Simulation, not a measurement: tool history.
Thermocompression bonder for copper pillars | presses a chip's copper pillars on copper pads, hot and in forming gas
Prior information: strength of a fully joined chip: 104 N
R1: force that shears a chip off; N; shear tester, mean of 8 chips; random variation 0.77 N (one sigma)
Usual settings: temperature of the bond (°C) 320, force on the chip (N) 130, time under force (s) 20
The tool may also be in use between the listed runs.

run 1 hour=0.0 | temperature_of_the_bond_(°C)=320 force_on_the_chip_(N)=130 time_under_force_(s)=20 | R1=72.9
run 2 hour=30.1 | temperature_of_the_bond_(°C)=320 force_on_the_chip_(N)=130 time_under_force_(s)=20 | R1=73.0
run 3 hour=48.0 | temperature_of_the_bond_(°C)=320 force_on_the_chip_(N)=104 time_under_force_(s)=20 | R1=62.7
run 4 hour=70.3 | temperature_of_the_bond_(°C)=320 force_on_the_chip_(N)=104 time_under_force_(s)=20 | R1=64.3
run 5 hour=100.7 | temperature_of_the_bond_(°C)=320 force_on_the_chip_(N)=130 time_under_force_(s)=20 | R1=73.7
run 6 hour=124.6 | temperature_of_the_bond_(°C)=320 force_on_the_chip_(N)=130 time_under_force_(s)=20 | R1=72.0
-- hour=128.3 force cell calibrated
run 7 hour=150.5 | temperature_of_the_bond_(°C)=320 force_on_the_chip_(N)=130 time_under_force_(s)=20 | R1=72.0
run 8 hour=171.7 | temperature_of_the_bond_(°C)=320 force_on_the_chip_(N)=130 time_under_force_(s)=20 | R1=71.0
-- hour=176.0 force cell calibrated, once more
run 9 hour=186.5 | temperature_of_the_bond_(°C)=320 force_on_the_chip_(N)=130 time_under_force_(s)=20 | R1=74.2
run 10 hour=199.7 | temperature_of_the_bond_(°C)=320 force_on_the_chip_(N)=130 time_under_force_(s)=54 | R1=89.1
run 11 hour=228.8 | temperature_of_the_bond_(°C)=320 force_on_the_chip_(N)=179 time_under_force_(s)=43 | R1=95.9
run 12 hour=242.8 | temperature_of_the_bond_(°C)=321 force_on_the_chip_(N)=130 time_under_force_(s)=36 | R1=82.5
run 13 hour=264.1 | temperature_of_the_bond_(°C)=295 force_on_the_chip_(N)=81 time_under_force_(s)=17 | R1=37.8
run 14 hour=276.8 | temperature_of_the_bond_(°C)=340 force_on_the_chip_(N)=108 time_under_force_(s)=20 | R1=74.9
run 15 hour=292.9 | temperature_of_the_bond_(°C)=345 force_on_the_chip_(N)=119 time_under_force_(s)=30 | R1=87.3
run 16 hour=309.2 | temperature_of_the_bond_(°C)=342 force_on_the_chip_(N)=130 time_under_force_(s)=37 | R1=89.8
run 17 hour=321.7 | temperature_of_the_bond_(°C)=347 force_on_the_chip_(N)=116 time_under_force_(s)=22 | R1=82.9
run 18 hour=352.4 | temperature_of_the_bond_(°C)=349 force_on_the_chip_(N)=124 time_under_force_(s)=55 | R1=94.6
run 19 hour=369.3 | temperature_of_the_bond_(°C)=340 force_on_the_chip_(N)=154 time_under_force_(s)=12 | R1=80.9

3 options for the next run, each taken on its own from the tool as it stands now. Forecast them:
run A hour=387.6 | temperature_of_the_bond_(°C)=320 force_on_the_chip_(N)=130 time_under_force_(s)=12 | R1=?
run B hour=387.6 | temperature_of_the_bond_(°C)=320 force_on_the_chip_(N)=130 time_under_force_(s)=33 | R1=?
run C hour=387.6 | temperature_of_the_bond_(°C)=348 force_on_the_chip_(N)=130 time_under_force_(s)=10 | R1=?

run=A R1=64.1
run=B R1=82.1
run=C R1=75.4
With the hidden condition removed and each run's random variation left untouched, the same runs would have given:
run=A R1=62.6
run=B R1=81.9
run=C R1=75.0
